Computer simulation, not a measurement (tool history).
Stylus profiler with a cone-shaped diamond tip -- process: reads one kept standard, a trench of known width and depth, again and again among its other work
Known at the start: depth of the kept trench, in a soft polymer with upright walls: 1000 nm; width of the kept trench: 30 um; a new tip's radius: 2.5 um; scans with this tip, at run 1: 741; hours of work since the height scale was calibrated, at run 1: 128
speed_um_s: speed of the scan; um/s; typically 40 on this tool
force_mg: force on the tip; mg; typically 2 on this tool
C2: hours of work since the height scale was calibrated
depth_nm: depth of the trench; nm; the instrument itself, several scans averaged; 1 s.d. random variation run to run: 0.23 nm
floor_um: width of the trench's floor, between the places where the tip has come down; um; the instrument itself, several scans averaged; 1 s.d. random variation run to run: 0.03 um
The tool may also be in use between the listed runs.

run 1 day=0 | speed_um_s=40 force_mg=2 | scans_with_this_tip=741 C2=128 | depth_nm=1010.06 floor_um=25.88
run 2 day=0.558 | speed_um_s=155 force_mg=2 | scans_with_this_tip=790 C2=137 | depth_nm=1010.77 floor_um=25.28
run 3 day=0.971 | speed_um_s=155 force_mg=2 | scans_with_this_tip=827 C2=143 | depth_nm=1010.41 floor_um=25.27
run 4 day=1.312 | speed_um_s=155 force_mg=2 | scans_with_this_tip=857 C2=148 | depth_nm=1010.14 floor_um=25.28
run 5 day=1.617 | speed_um_s=155 force_mg=2 | scans_with_this_tip=884 C2=153 | depth_nm=1010.57 floor_um=25.27
run 6 day=2.092 | speed_um_s=155 force_mg=2 | scans_with_this_tip=925 C2=160 | depth_nm=1010.52 floor_um=25.29
run 7 day=2.65 | speed_um_s=40 force_mg=2 | scans_with_this_tip=975 C2=168 | depth_nm=1010.44 floor_um=25.82
run 8 day=3.138 | speed_um_s=62 force_mg=2 | scans_with_this_tip=1017 C2=176 | depth_nm=1010.61 floor_um=25.73
run 9 day=3.592 | speed_um_s=62 force_mg=2 | scans_with_this_tip=1058 C2=183 | depth_nm=1010.97 floor_um=25.69
run 10 day=4.138 | speed_um_s=62 force_mg=4.23 | scans_with_this_tip=1106 C2=191 | depth_nm=1016.98 floor_um=25.89
run 11 day=4.562 | speed_um_s=62 force_mg=4.23 | scans_with_this_tip=1143 C2=198 | depth_nm=1017.53 floor_um=25.83
run 12 day=4.858 | speed_um_s=62 force_mg=4.23 | scans_with_this_tip=1169 C2=202 | depth_nm=1017.15 floor_um=25.79
run 13 day=5.267 | speed_um_s=62 force_mg=4.23 | scans_with_this_tip=1205 C2=208 | depth_nm=1017.37 floor_um=25.86
run 14 day=5.817 | speed_um_s=73 force_mg=2 | scans_with_this_tip=1253 C2=217 | depth_nm=1010.46 floor_um=25.66
run 15 day=6.342 | speed_um_s=25 force_mg=2 | scans_with_this_tip=1300 C2=225 | depth_nm=1010.54 floor_um=25.88
run 16 day=6.775 | speed_um_s=25 force_mg=2.33 | scans_with_this_tip=1337 C2=231 | depth_nm=1011.21 floor_um=25.92
run 17 day=7.092 | speed_um_s=25 force_mg=2.33 | scans_with_this_tip=1365 C2=236 | depth_nm=1011.78 floor_um=25.88
run 18 day=7.583 | speed_um_s=25 force_mg=2.33 | scans_with_this_tip=1409 C2=243 | depth_nm=1011.75 floor_um=25.88
run 19 day=8.075 | speed_um_s=10 force_mg=3.43 | scans_with_this_tip=1452 C2=251 | depth_nm=1014.77 floor_um=25.95
run 20 day=8.342 | speed_um_s=31 force_mg=2.46 | scans_with_this_tip=1475 C2=255 | depth_nm=1011.94 floor_um=25.85
run 21 day=8.675 | speed_um_s=31 force_mg=2.46 | scans_with_this_tip=1505 C2=260 | depth_nm=1011.88 floor_um=25.86
run 22 day=8.95 | speed_um_s=85 force_mg=0.7 | scans_with_this_tip=1529 C2=264 | depth_nm=1004.88 floor_um=25.35
run 23 day=9.312 | speed_um_s=85 force_mg=0.7 | scans_with_this_tip=1561 C2=270 | depth_nm=1005.41 floor_um=25.37
run 24 day=9.8 | speed_um_s=85 force_mg=3.02 | scans_with_this_tip=1604 C2=277 | depth_nm=1013.97 floor_um=25.64
run 25 day=10.071 | speed_um_s=85 force_mg=3.02 | scans_with_this_tip=1628 C2=281 | depth_nm=1013.82 floor_um=25.71
run 26 day=10.392 | speed_um_s=85 force_mg=3.02 | scans_with_this_tip=1656 C2=286 | depth_nm=1013.43 floor_um=25.64
run 27 day=10.912 | speed_um_s=36 force_mg=3.49 | scans_with_this_tip=1702 C2=294 | depth_nm=1015.6 floor_um=25.95
run 28 day=11.417 | speed_um_s=36 force_mg=3.49 | scans_with_this_tip=1746 C2=302 | depth_nm=1015.04 floor_um=25.84
run 29 day=11.858 | speed_um_s=98 force_mg=1.46 | scans_with_this_tip=1785 C2=308 | depth_nm=1008.54 floor_um=25.44
run 30 day=12.346 | speed_um_s=66 force_mg=1.91 | scans_with_this_tip=1828 C2=316 | depth_nm=1010.51 floor_um=25.69

Branching from run 30: 3 alternative next runs. What would each branch give?
run A day=12.692 | speed_um_s=32 force_mg=2.61 | scans_with_this_tip=1858 C2=321 | depth_nm=? floor_um=?
run B day=12.692 | speed_um_s=100 force_mg=0.93 | scans_with_this_tip=1858 C2=321 | depth_nm=? floor_um=?
run C day=12.692 | speed_um_s=160 force_mg=4.01 | scans_with_this_tip=1858 C2=321 | depth_nm=? floor_um=?

run=A depth_nm=1012.44 floor_um=25.87
run=B depth_nm=1006.24 floor_um=25.32
run=C depth_nm=1016.78 floor_um=25.5
Without the tool's hidden state the same runs would have given:
run=A depth_nm=1012.44 floor_um=25.88
run=B depth_nm=1006.24 floor_um=25.33
run=C depth_nm=1016.77 floor_um=25.5
